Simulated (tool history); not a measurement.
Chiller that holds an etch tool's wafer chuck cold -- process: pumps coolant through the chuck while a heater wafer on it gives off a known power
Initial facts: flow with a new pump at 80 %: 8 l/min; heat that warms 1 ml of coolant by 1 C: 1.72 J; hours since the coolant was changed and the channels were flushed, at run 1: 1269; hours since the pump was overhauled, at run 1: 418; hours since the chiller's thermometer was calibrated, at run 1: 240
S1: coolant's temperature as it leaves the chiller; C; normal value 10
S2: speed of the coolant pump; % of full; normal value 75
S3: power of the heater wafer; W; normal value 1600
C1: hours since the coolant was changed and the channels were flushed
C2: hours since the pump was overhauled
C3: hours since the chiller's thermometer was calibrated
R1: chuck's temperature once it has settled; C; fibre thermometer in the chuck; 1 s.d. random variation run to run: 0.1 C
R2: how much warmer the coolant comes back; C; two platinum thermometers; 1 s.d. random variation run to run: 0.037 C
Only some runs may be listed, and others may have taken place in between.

run   hour  S1  S2    S3    C1    C2   C3    R1    R2
  1    0.0  10  75  1600  1269   418  240  23.5  7.51
  2   15.1  10  75  1600  1284   434  255  23.8  7.55
  3   32.7  10  75  1600  1302   451  272  23.4  7.53
  4   57.7  10  75  1600  1327   476  297  23.8  7.52
  5   86.0  10  75  1600  1355   504  326  23.7  7.46
  6  111.8  10  75  1600  1381   530  351  23.9  7.51
  7  127.0  10  90  1600  1396   545  367  22.2  6.32
     130.3  -- chiller's thermometer calibrated
  8  147.9  10  75  1600  1416   565   18  23.7  7.52
  9  161.7  10  75  1600  1430   579   31  23.8  7.55
 10  187.6  10  75  1600  1456   605   57  23.8  7.51
 11  212.4  10  75  1600  1480   630   82  23.9  7.47
 12  234.9  10  92  1600  1503   652  105  22.0  6.19
 13  252.9  10  75  1018  1521   670  123  18.7  4.75
 14  276.8  10  75  1018  1545   694  146  18.9  4.83
 15  302.8  10  75  1018  1571   720  172  18.8  4.81
 16  326.7   8  83  1600  1595   744  196  21.1  6.87
     333.2  -- chiller's thermometer calibrated, once more
 17  351.1   8  83  1600  1618   767   18  21.0  6.87
 18  381.7   8  83  1600  1649   798   49  21.2  6.83
 19  407.7   5  84  1168  1675   824   75  14.4  4.97
 20  439.5   5  84  1168  1707   856  106  14.5  5.00
 21  465.7   1  75  2057  1733   882  132  19.1  9.78
 22  495.7   1  75  2057  1763   912  162  19.1  9.68
 23  527.0   5  87  1397  1794   943  194  16.3  5.79
 24  549.4   5  87  1397  1816   966  216  16.3  5.79
 25  570.6  10  75  1358  1838   987  237  22.1  6.48
 26  603.1   2  82  1927  1870  1019  270  18.2  8.38

Run by run, hidden condition taken away, random variation retained:
Hidden state present: heat passed by the chuck's channels, % of clean ones'; flow at a given pump speed, % of a new pump's; coolant's true temperature over the reading, C; drift of the gauge itself on chuck_c, C; drift of the gauge itself on warmer_back_c, C.
run    R1    R2
  1  22.9  7.47
  2  23.1  7.50
  3  22.7  7.48
  4  23.1  7.46
  5  22.9  7.40
  6  23.1  7.44
  7  21.5  6.26
  8  22.9  7.44
  9  23.0  7.47
 10  23.0  7.43
 11  23.0  7.38
 12  21.2  6.11
 13  18.2  4.69
 14  18.3  4.76
 15  18.3  4.75
 16  20.2  6.77
 17  20.1  6.76
 18  20.2  6.71
 19  13.6  4.88
 20  13.8  4.91
 21  17.7  9.59
 22  17.7  9.49
 23  15.3  5.67
 24  15.3  5.67
 25  21.0  6.34
 26  16.8  8.19
